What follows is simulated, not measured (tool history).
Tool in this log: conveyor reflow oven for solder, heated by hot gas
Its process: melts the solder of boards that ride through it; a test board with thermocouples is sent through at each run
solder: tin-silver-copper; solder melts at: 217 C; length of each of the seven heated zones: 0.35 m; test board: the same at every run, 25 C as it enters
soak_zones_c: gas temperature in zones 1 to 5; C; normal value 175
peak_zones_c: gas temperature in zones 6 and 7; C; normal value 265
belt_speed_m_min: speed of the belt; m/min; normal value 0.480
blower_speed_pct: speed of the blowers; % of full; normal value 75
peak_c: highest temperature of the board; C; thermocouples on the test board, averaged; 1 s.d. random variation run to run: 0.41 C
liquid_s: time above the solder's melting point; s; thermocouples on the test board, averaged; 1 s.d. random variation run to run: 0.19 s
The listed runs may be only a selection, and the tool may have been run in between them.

run	day	soak_zones_c	peak_zones_c	belt_speed_m_min	blower_speed_pct	peak_c	liquid_s
1	0.000	175	265	0.480	75	251.9	67.0
2	0.521	175	265	0.480	75	252.0	66.7
3	0.883	175	265	0.480	75	251.5	66.8
4	1.233	175	265	0.480	77	252.6	67.1
5	1.646	175	265	0.480	77	251.5	67.0
6	2.196	166	265	0.480	75	251.0	62.0
7	2.604	166	265	0.480	59	246.5	56.3
8	3.054	166	265	0.480	59	246.7	55.9
9	3.538	166	265	0.480	59	245.9	56.1
10	3.967	170	270	0.477	75	255.7	67.5
11	4.308	175	265	0.468	75	252.1	69.1
12	4.875	168	265	0.383	75	255.8	86.7
13	5.262	187	265	0.383	70	256.7	96.2
14	5.733	184	271	0.534	70	253.8	63.6
15	6.262	177	265	0.480	53	245.2	60.1
16	6.646	163	265	0.480	75	249.4	60.0
# day 7.100: flux residue cleaned out of gas plates and filters
17	7.367	175	265	0.517	64	248.4	57.8

4 ways to go on from here, each from the tool as it stands after run 17. What would each give?
A	7.842	175	262	0.387	86	?	?
B	7.842	175	265	0.517	78	?	?
C	7.842	175	265	0.394	64	?	?
D	7.842	175	268	0.517	64	?	?

run	peak_c	liquid_s
A	256.5	90.9
B	252.2	62.3
C	254.4	86.3
D	251.1	60.1
Without the tool's hidden state the same runs would have given:
run	peak_c	liquid_s
A	258.0	91.8
B	253.5	63.3
C	255.8	87.3
D	252.5	61.2
